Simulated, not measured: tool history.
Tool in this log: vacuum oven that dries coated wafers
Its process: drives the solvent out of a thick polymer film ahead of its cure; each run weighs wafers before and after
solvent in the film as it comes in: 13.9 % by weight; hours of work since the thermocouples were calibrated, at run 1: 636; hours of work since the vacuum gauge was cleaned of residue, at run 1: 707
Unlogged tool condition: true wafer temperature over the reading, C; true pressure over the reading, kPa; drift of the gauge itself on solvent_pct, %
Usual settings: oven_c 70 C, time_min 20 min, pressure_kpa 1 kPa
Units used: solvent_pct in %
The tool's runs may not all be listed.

| run | hour | oven_c | time_min | pressure_kpa | hours of work since the thermocouples were calibrated | hours of work since the vacuum gauge was cleaned of residue | solvent_pct |
|---|---|---|---|---|---|---|---|
| 1 | 0 | 70 | 20 | 1 | 636 | 707 | 2.67 |
| 2 | 16.8 | 70 | 20 | 1 | 646 | 717 | 2.66 |
| 3 | 44.3 | 70 | 20 | 1 | 663 | 734 | 2.66 |
| 4 | 67.5 | 70 | 20 | 1 | 678 | 748 | 2.64 |
| 5 | 99.5 | 56 | 20 | 1 | 697 | 768 | 5.97 |
| 6 | 113 | 56 | 20 | 1 | 706 | 777 | 5.94 |
| 7 | 143.7 | 56 | 20 | 1 | 725 | 796 | 5.95 |
| 8 | 162.4 | 70 | 20 | 0.52 | 736 | 807 | 2.07 |
| 9 | 185.9 | 70 | 11 | 1 | 751 | 822 | 4.53 |
| 10 | 209 | 70 | 11 | 1 | 765 | 836 | 4.53 |
| 11 | 229.3 | 59 | 20 | 1 | 778 | 849 | 5.17 |
| 12 | 259.6 | 59 | 20 | 1 | 797 | 868 | 5.12 |
| 13 | 286 | 59 | 20 | 1 | 813 | 884 | 5.16 |
|  | 296.3 | oven's thermocouples calibrated |
| 14 | 302.2 | 59 | 20 | 1 | 4 | 893 | 4.91 |
| 15 | 333.7 | 59 | 20 | 1 | 23 | 912 | 4.93 |
| 16 | 358.1 | 59 | 20 | 1 | 38 | 927 | 4.89 |
| 17 | 383.3 | 59 | 20 | 1 | 54 | 943 | 4.89 |
| 18 | 401.3 | 70 | 20 | 0.83 | 65 | 954 | 2.27 |
| 19 | 423.3 | 70 | 20 | 0.83 | 79 | 968 | 2.28 |
| 20 | 444 | 70 | 20 | 0.83 | 92 | 981 | 2.29 |
| 21 | 474.1 | 76 | 30 | 0.83 | 110 | 999 | 1.06 |
| 22 | 489.3 | 63 | 15 | 0.83 | 120 | 1009 | 4.65 |
|  | 495.1 | oven's thermocouples calibrated, once more |
| 23 | 521.6 | 63 | 15 | 0.83 | 16 | 1028 | 5.39 |
| 24 | 553.1 | 77 | 12 | 0.56 | 36 | 1047 | 2.74 |
| 25 | 586.7 | 55 | 12 | 0.56 | 57 | 1068 | 7.69 |
| 26 | 617.3 | 55 | 12 | 0.56 | 76 | 1087 | 7.64 |
| 27 | 632.7 | 70 | 14 | 1 | 85 | 1096 | 4.1 |
| 28 | 658 | 70 | 14 | 1 | 101 | 1112 | 4.16 |
| 29 | 688.1 | 70 | 14 | 1 | 120 | 1131 | 4.1 |
| 30 | 717 | 60 | 32 | 0.9 | 138 | 1149 | 3.75 |
| 31 | 739 | 79 | 28 | 2.66 | 151 | 1162 | 2.86 |
| 32 | 758.6 | 79 | 28 | 2.66 | 163 | 1175 | 2.87 |
| 33 | 789.7 | 79 | 28 | 2.66 | 183 | 1194 | 2.84 |
| 34 | 810.5 | 79 | 28 | 2.66 | 196 | 1207 | 2.84 |
| 35 | 830 | 61 | 13 | 2.66 | 208 | 1219 | 8.7 |
| 36 | 857 | 81 | 12 | 1 | 224 | 1236 | 2.34 |
| 37 | 872.8 | 58 | 12 | 3.17 | 234 | 1245 | 10.5 |

Measured minus without-hidden-state, run by run (identical run-to-run variation in each term; gauge scatter may differ):
| run | solvent_pct |
|---|---|
| 1 | -0.22 |
| 2 | -0.22 |
| 3 | -0.22 |
| 4 | -0.21 |
| 5 | -0.32 |
| 6 | -0.32 |
| 7 | -0.32 |
| 8 | -0.2 |
| 9 | -0.34 |
| 10 | -0.34 |
| 11 | -0.34 |
| 12 | -0.35 |
| 13 | -0.35 |
| 14 | -0.57 |
| 15 | -0.58 |
| 16 | -0.59 |
| 17 | -0.59 |
| 18 | -0.39 |
| 19 | -0.4 |
| 20 | -0.4 |
| 21 | -0.07 |
| 22 | -0.6 |
| 23 | +0.14 |
| 24 | +0.08 |
| 25 | +0.15 |
| 26 | +0.15 |
| 27 | +0.09 |
| 28 | +0.09 |
| 29 | +0.09 |
| 30 | +0.2 |
| 31 | +0.09 |
| 32 | +0.09 |
| 33 | +0.09 |
| 34 | +0.09 |
| 35 | +0.05 |
| 36 | +0.03 |
| 37 | +0.05 |
